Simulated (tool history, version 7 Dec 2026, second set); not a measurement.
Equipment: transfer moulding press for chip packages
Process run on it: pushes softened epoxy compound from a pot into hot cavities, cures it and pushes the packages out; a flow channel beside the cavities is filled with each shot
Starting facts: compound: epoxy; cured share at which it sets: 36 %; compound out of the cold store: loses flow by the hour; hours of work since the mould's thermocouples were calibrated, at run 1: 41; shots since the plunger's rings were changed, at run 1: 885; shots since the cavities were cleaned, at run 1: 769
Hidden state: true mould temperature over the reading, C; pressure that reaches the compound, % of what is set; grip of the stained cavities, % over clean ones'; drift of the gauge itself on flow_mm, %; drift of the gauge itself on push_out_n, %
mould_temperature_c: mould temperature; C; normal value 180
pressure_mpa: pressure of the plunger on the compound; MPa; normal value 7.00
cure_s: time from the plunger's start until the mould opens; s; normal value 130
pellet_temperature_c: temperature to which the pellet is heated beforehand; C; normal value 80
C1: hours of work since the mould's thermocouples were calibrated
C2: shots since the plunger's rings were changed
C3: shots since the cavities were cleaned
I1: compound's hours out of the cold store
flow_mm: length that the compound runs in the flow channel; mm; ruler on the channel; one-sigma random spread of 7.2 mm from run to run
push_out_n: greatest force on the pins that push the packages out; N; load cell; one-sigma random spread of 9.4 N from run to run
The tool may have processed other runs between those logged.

{"run": 1, "hour": 0.0, "mould_temperature_c": 180, "pressure_mpa": 7.0, "cure_s": 130, "pellet_temperature_c": 80, "C1": 41, "C2": 885, "C3": 769, "I1": 23.3, "flow_mm": 812, "push_out_n": 421}
{"run": 2, "hour": 9.6, "mould_temperature_c": 180, "pressure_mpa": 7.0, "cure_s": 130, "pellet_temperature_c": 80, "C1": 47, "C2": 965, "C3": 849, "I1": 32.1, "flow_mm": 801, "push_out_n": 423}
{"run": 3, "hour": 14.4, "mould_temperature_c": 180, "pressure_mpa": 7.0, "cure_s": 130, "pellet_temperature_c": 80, "C1": 50, "C2": 1005, "C3": 889, "I1": 45.6, "flow_mm": 753, "push_out_n": 421}
{"run": 4, "hour": 20.5, "mould_temperature_c": 180, "pressure_mpa": 7.0, "cure_s": 130, "pellet_temperature_c": 80, "C1": 54, "C2": 1056, "C3": 940, "I1": 31.1, "flow_mm": 800, "push_out_n": 420}
{"hour": 24.2, "done": "cavities cleaned with cleaning compound and waxed"}
{"run": 5, "hour": 27.4, "mould_temperature_c": 180, "pressure_mpa": 7.0, "cure_s": 130, "pellet_temperature_c": 80, "C1": 57, "C2": 1100, "C3": 26, "I1": 36.9, "flow_mm": 781, "push_out_n": 418}
{"run": 6, "hour": 36.4, "mould_temperature_c": 180, "pressure_mpa": 7.0, "cure_s": 130, "pellet_temperature_c": 80, "C1": 62, "C2": 1175, "C3": 101, "I1": 21.1, "flow_mm": 836, "push_out_n": 424}
{"run": 7, "hour": 45.4, "mould_temperature_c": 180, "pressure_mpa": 7.0, "cure_s": 130, "pellet_temperature_c": 80, "C1": 68, "C2": 1249, "C3": 175, "I1": 29.6, "flow_mm": 798, "push_out_n": 391}
{"run": 8, "hour": 54.2, "mould_temperature_c": 180, "pressure_mpa": 7.0, "cure_s": 130, "pellet_temperature_c": 80, "C1": 73, "C2": 1323, "C3": 249, "I1": 36.6, "flow_mm": 768, "push_out_n": 425}
{"run": 9, "hour": 62.1, "mould_temperature_c": 186, "pressure_mpa": 7.0, "cure_s": 130, "pellet_temperature_c": 80, "C1": 78, "C2": 1388, "C3": 314, "I1": 21.9, "flow_mm": 802, "push_out_n": 388}
{"run": 10, "hour": 66.9, "mould_temperature_c": 180, "pressure_mpa": 7.0, "cure_s": 130, "pellet_temperature_c": 80, "C1": 81, "C2": 1428, "C3": 354, "I1": 27.1, "flow_mm": 816, "push_out_n": 424}
{"run": 11, "hour": 75.3, "mould_temperature_c": 180, "pressure_mpa": 7.0, "cure_s": 130, "pellet_temperature_c": 80, "C1": 86, "C2": 1497, "C3": 423, "I1": 25.9, "flow_mm": 805, "push_out_n": 443}
{"run": 12, "hour": 81.2, "mould_temperature_c": 180, "pressure_mpa": 5.37, "cure_s": 130, "pellet_temperature_c": 80, "C1": 89, "C2": 1547, "C3": 473, "I1": 25.7, "flow_mm": 724, "push_out_n": 436}
{"run": 13, "hour": 87.1, "mould_temperature_c": 180, "pressure_mpa": 7.0, "cure_s": 133, "pellet_temperature_c": 80, "C1": 93, "C2": 1595, "C3": 521, "I1": 21.0, "flow_mm": 816, "push_out_n": 431}
{"run": 14, "hour": 95.2, "mould_temperature_c": 180, "pressure_mpa": 5.55, "cure_s": 130, "pellet_temperature_c": 80, "C1": 98, "C2": 1662, "C3": 588, "I1": 25.0, "flow_mm": 735, "push_out_n": 423}
{"run": 15, "hour": 101.3, "mould_temperature_c": 177, "pressure_mpa": 6.1, "cure_s": 142, "pellet_temperature_c": 80, "C1": 101, "C2": 1713, "C3": 639, "I1": 40.8, "flow_mm": 729, "push_out_n": 412}
{"run": 16, "hour": 108.3, "mould_temperature_c": 177, "pressure_mpa": 6.1, "cure_s": 142, "pellet_temperature_c": 80, "C1": 106, "C2": 1771, "C3": 697, "I1": 12.4, "flow_mm": 820, "push_out_n": 425}
{"run": 17, "hour": 117.1, "mould_temperature_c": 179, "pressure_mpa": 6.1, "cure_s": 142, "pellet_temperature_c": 73, "C1": 111, "C2": 1844, "C3": 770, "I1": 37.4, "flow_mm": 733, "push_out_n": 413}
{"run": 18, "hour": 126.1, "mould_temperature_c": 179, "pressure_mpa": 5.33, "cure_s": 132, "pellet_temperature_c": 74, "C1": 116, "C2": 1918, "C3": 844, "I1": 20.2, "flow_mm": 733, "push_out_n": 441}
{"run": 19, "hour": 133.8, "mould_temperature_c": 183, "pressure_mpa": 7.0, "cure_s": 144, "pellet_temperature_c": 88, "C1": 121, "C2": 1982, "C3": 908, "I1": 31.2, "flow_mm": 777, "push_out_n": 388}
{"hour": 140.8, "done": "cavities cleaned with cleaning compound and waxed"}
{"run": 20, "hour": 141.1, "mould_temperature_c": 176, "pressure_mpa": 7.0, "cure_s": 112, "pellet_temperature_c": 72, "C1": 124, "C2": 2030, "C3": 2, "I1": 10.7, "flow_mm": 893, "push_out_n": 650}
{"run": 21, "hour": 146.9, "mould_temperature_c": 180, "pressure_mpa": 8.71, "cure_s": 130, "pellet_temperature_c": 80, "C1": 128, "C2": 2079, "C3": 51, "I1": 25.6, "flow_mm": 915, "push_out_n": 447}
{"run": 22, "hour": 152.8, "mould_temperature_c": 178, "pressure_mpa": 6.66, "cure_s": 130, "pellet_temperature_c": 80, "C1": 131, "C2": 2127, "C3": 99, "I1": 35.7, "flow_mm": 769, "push_out_n": 437}
{"run": 23, "hour": 162.3, "mould_temperature_c": 178, "pressure_mpa": 6.66, "cure_s": 159, "pellet_temperature_c": 81, "C1": 137, "C2": 2206, "C3": 178, "I1": 21.7, "flow_mm": 829, "push_out_n": 383}
{"run": 24, "hour": 171.2, "mould_temperature_c": 179, "pressure_mpa": 7.0, "cure_s": 130, "pellet_temperature_c": 70, "C1": 143, "C2": 2280, "C3": 252, "I1": 45.6, "flow_mm": 743, "push_out_n": 407}
{"run": 25, "hour": 175.8, "mould_temperature_c": 184, "pressure_mpa": 7.56, "cure_s": 120, "pellet_temperature_c": 70, "C1": 145, "C2": 2319, "C3": 291, "I1": 25.7, "flow_mm": 823, "push_out_n": 421}
{"run": 26, "hour": 185.5, "mould_temperature_c": 180, "pressure_mpa": 6.27, "cure_s": 127, "pellet_temperature_c": 80, "C1": 151, "C2": 2399, "C3": 371, "I1": 44.6, "flow_mm": 717, "push_out_n": 413}
{"run": 27, "hour": 191.6, "mould_temperature_c": 175, "pressure_mpa": 6.27, "cure_s": 141, "pellet_temperature_c": 80, "C1": 155, "C2": 2449, "C3": 421, "I1": 39.4, "flow_mm": 756, "push_out_n": 457}
{"run": 28, "hour": 198.7, "mould_temperature_c": 175, "pressure_mpa": 6.27, "cure_s": 141, "pellet_temperature_c": 75, "C1": 159, "C2": 2508, "C3": 480, "I1": 20.7, "flow_mm": 805, "push_out_n": 454}

Entry by entry between the runs, the difference in hidden state between the last listed run before and the first listed run after:
After run 4, before run 5: cavities cleaned with cleaning compound and waxed (hour 24.2)
  grip of the stained cavities, % over clean ones': 0.7 -> 0
After run 19, before run 20: cavities cleaned with cleaning compound and waxed (hour 140.8)
  grip of the stained cavities, % over clean ones': 0.7 -> 0
